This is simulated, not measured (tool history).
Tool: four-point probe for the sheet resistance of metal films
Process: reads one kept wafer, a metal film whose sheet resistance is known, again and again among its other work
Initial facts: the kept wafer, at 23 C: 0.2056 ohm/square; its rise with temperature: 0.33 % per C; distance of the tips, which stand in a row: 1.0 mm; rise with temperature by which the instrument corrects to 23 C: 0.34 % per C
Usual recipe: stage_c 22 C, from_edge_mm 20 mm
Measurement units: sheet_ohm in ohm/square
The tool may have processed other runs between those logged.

| run | hour | stage_c | from_edge_mm | sheet_ohm |
|---|---|---|---|---|
| 1 | 0.0 | 22 | 20 | 0.205828 |
| 2 | 35.3 | 22 | 20 | 0.205885 |
| 3 | 74.8 | 22 | 20 | 0.205878 |
| 4 | 113.1 | 22 | 20 | 0.205835 |
| 5 | 169.4 | 22 | 20 | 0.205907 |
| 6 | 214.5 | 22 | 20 | 0.205843 |
| 7 | 246.5 | 22 | 20 | 0.205879 |
| 8 | 293.2 | 22 | 49 | 0.205707 |
| 9 | 344.9 | 22 | 49 | 0.205608 |
| 10 | 399.8 | 22 | 49 | 0.205683 |
| 11 | 444.3 | 22 | 20 | 0.205884 |
| 12 | 489.1 | 22 | 20 | 0.205882 |
| 13 | 527.5 | 22 | 20 | 0.205896 |
| 14 | 574.7 | 22 | 38 | 0.205694 |
| 15 | 604.9 | 22 | 38 | 0.205626 |
| 16 | 649.0 | 22 | 38 | 0.205717 |
| 17 | 687.9 | 22 | 38 | 0.205674 |
| 18 | 717.3 | 22 | 20 | 0.205902 |
| 19 | 764.6 | 21 | 20 | 0.205916 |
| 20 | 812.9 | 22 | 25 | 0.205758 |
| 21 | 868.8 | 22 | 25 | 0.205843 |
| 22 | 919.7 | 22 | 25 | 0.205810 |
| 23 | 951.2 | 26 | 8 | 0.207152 |
| 24 | 1003.7 | 24 | 21 | 0.205852 |
| 25 | 1062.2 | 24 | 21 | 0.205775 |
| 26 | 1093.4 | 24 | 21 | 0.205754 |
| 27 | 1129.2 | 19 | 5 | 0.210093 |
| 28 | 1186.2 | 33 | 16 | 0.205829 |
| 29 | 1240.7 | 31 | 16 | 0.205844 |
| 30 | 1298.1 | 31 | 16 | 0.205757 |
| 31 | 1325.1 | 31 | 16 | 0.205860 |
| 32 | 1377.9 | 27 | 13 | 0.206105 |
| 33 | 1429.0 | 22 | 12 | 0.206331 |
| 34 | 1472.5 | 31 | 30 | 0.205487 |
| 35 | 1526.7 | 26 | 4 | 0.212287 |
| 36 | 1559.0 | 30 | 5 | 0.209717 |
| 37 | 1594.1 | 21 | 14 | 0.206226 |
| 38 | 1637.0 | 28 | 14 | 0.205989 |
| 39 | 1675.0 | 18 | 62 | 0.205772 |
| 40 | 1709.3 | 22 | 35 | 0.205736 |
| 41 | 1759.8 | 34 | 22 | 0.205560 |
| 42 | 1797.3 | 34 | 9 | 0.206721 |
| 43 | 1823.2 | 20 | 20 | 0.205876 |
| 44 | 1862.8 | 20 | 20 | 0.206011 |

3 options for the next run, each taken on its own from the tool as it stands now. Forecast them:
| A | 1916.0 | 26 | 32 | ? |
| B | 1916.0 | 19 | 20 | ? |
| C | 1916.0 | 25 | 45 | ? |

| run | sheet_ohm |
|---|---|
| A | 0.205607 |
| B | 0.205927 |
| C | 0.205589 |
The same runs, with their run-to-run variation unchanged, on a tool lacking any hidden condition would have given:
| run | sheet_ohm |
|---|---|
| A | 0.205613 |
| B | 0.205934 |
| C | 0.205595 |

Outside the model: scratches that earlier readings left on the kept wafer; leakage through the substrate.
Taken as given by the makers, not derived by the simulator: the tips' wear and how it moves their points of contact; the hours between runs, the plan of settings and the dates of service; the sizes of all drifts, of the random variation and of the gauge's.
